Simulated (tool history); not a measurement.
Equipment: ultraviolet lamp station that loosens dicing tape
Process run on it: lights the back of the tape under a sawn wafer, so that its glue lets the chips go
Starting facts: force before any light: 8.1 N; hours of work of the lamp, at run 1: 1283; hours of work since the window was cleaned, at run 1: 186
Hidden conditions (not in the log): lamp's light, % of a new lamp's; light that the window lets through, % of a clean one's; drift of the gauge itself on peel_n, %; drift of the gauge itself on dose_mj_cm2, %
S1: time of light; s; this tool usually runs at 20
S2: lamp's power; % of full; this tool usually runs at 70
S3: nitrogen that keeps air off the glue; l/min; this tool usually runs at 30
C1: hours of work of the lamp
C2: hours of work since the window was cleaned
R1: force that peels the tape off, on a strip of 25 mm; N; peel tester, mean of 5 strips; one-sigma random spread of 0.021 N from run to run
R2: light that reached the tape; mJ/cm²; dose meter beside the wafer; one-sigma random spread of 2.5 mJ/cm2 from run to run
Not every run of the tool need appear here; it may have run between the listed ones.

run   hour  S1  S2  S3    C1   C2     R1   R2
  1    0.0  20  70  30  1283  186  1.025  310
  2   30.3  20  70  30  1306  210  1.024  308
  3   74.2  20  70  30  1340  244  0.979  309
  4  107.6  20  70  30  1366  269  1.017  310
  5  147.0  20  70  30  1396  300  1.044  310
  6  175.2  20  70  30  1418  321  1.010  310
  7  206.5  20  70  30  1442  345  1.015  306
  8  239.2  20  70  21  1467  370  1.197  308
  9  261.1  20  70  27  1484  387  1.057  308
 10  303.4  20  70  27  1516  420  1.097  312
 11  334.5  20  70  27  1540  444  1.050  310
 12  371.9  20  70  45  1569  473  0.886  305
 13  395.3  20  70  30  1587  491  1.011  308
 14  435.7  20  70  30  1618  522  1.038  315
 15  471.4  20  70  30  1646  549  1.025  315
     489.0  -- lamp changed
 16  500.1  20  64  30     9  570  1.191  283
 17  520.9  15  70  28    25  586  1.606  238
 18  551.9  32  87  30    48  610  0.293  620
 19  579.3  17  60  30    70  631  1.734  226
 20  616.2  17  60  30    98  660  1.715  224
     625.8  -- window cleaned of glue's vapour
 21  661.8  40  70  30   133   28  0.306  624
 22  688.3  20  99  57   153   48  0.406  442
 23  728.4  20  99  57   184   79  0.398  438
 24  762.1  25  62  26   210  105  0.900  346
 25  782.5  11  89  10   225  120  2.620  217
 26  823.8  32  70  26   257  152  0.440  496
 27  855.3  32  70  26   281  177  0.438  495
 28  885.6  32  70  26   305  200  0.439  499
 29  927.8  32  70  26   337  232  0.446  496

Hidden state at the last listed run before each entry between runs and at the first one after, where it differs:
Logged between run 15 and run 16: lamp changed (hour 489.0)
  lamp's light, % of a new lamp's: 99.7 -> 100
Logged between run 20 and run 21: window cleaned of glue's vapour (hour 625.8)
  light that the window lets through, % of a clean one's: 99.8 -> 100
